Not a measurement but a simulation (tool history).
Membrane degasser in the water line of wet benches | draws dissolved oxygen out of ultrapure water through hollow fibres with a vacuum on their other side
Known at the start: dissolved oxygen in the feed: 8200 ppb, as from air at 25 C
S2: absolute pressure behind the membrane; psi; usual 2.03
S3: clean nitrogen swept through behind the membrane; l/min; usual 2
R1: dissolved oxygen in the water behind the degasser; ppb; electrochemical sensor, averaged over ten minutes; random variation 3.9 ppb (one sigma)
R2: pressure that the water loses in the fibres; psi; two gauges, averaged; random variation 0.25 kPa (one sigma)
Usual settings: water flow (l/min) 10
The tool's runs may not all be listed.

run 1 day=0 | water_flow_(l/min)=10 S2=2.03 S3=2 | R1=409.6 R2=9.79
run 2 day=4.517 | water_flow_(l/min)=10 S2=2.03 S3=3.5 | R1=357 R2=9.857
run 3 day=8.138 | water_flow_(l/min)=13 S2=2.03 S3=2 | R1=723.6 R2=12.76
run 4 day=10.783 | water_flow_(l/min)=13 S2=2.03 S3=2 | R1=724.7 R2=12.731
run 5 day=15.079 | water_flow_(l/min)=10 S2=1.25 S3=2 | R1=349.3 R2=9.822
run 6 day=17.133 | water_flow_(l/min)=10 S2=1.25 S3=2 | R1=355 R2=9.854
run 7 day=20.362 | water_flow_(l/min)=10 S2=1.25 S3=1.96 | R1=353.1 R2=9.87
run 8 day=23.538 | water_flow_(l/min)=10 S2=1.25 S3=1.96 | R1=352.8 R2=9.865
run 9 day=27.129 | water_flow_(l/min)=10 S2=2.03 S3=2 | R1=416.8 R2=9.813
run 10 day=29.996 | water_flow_(l/min)=13 S2=2.03 S3=0.97 | R1=903.5 R2=12.787
run 11 day=33.354 | water_flow_(l/min)=13 S2=1.35 S3=1.55 | R1=700.1 R2=12.827
run 12 day=37.542 | water_flow_(l/min)=13 S2=1.35 S3=3.67 | R1=638.9 R2=12.853
run 13 day=42.162 | water_flow_(l/min)=13 S2=1.35 S3=3.67 | R1=631.6 R2=12.773
run 14 day=44.679 | water_flow_(l/min)=11 S2=1.75 S3=3 | R1=455 R2=10.853
run 15 day=47.825 | water_flow_(l/min)=11 S2=1.75 S3=3 | R1=458.8 R2=10.801
run 16 day=50.683 | water_flow_(l/min)=11 S2=1.75 S3=3 | R1=464.3 R2=10.842
run 17 day=53.688 | water_flow_(l/min)=11 S2=1.75 S3=3 | R1=458.3 R2=10.797
run 18 day=56.467 | water_flow_(l/min)=10 S2=4.05 S3=2 | R1=572.3 R2=9.889

3 ways to go on from here, each from the tool as it stands after run 18. What would each give?
run A day=59.938 | water_flow_(l/min)=10 S2=3.25 S3=2 | R1=? R2=?
run B day=59.938 | water_flow_(l/min)=15 S2=2.03 S3=2 | R1=? R2=?
run C day=59.938 | water_flow_(l/min)=13 S2=3.38 S3=4.09 | R1=? R2=?

run=A R1=511.4 R2=9.906
run=B R1=949.2 R2=14.9
run=C R1=725.3 R2=12.89
Without the tool's hidden state the same runs would have given:
run=A R1=476 R2=9.654
run=B R1=892 R2=14.52
run=C R1=680.2 R2=12.559
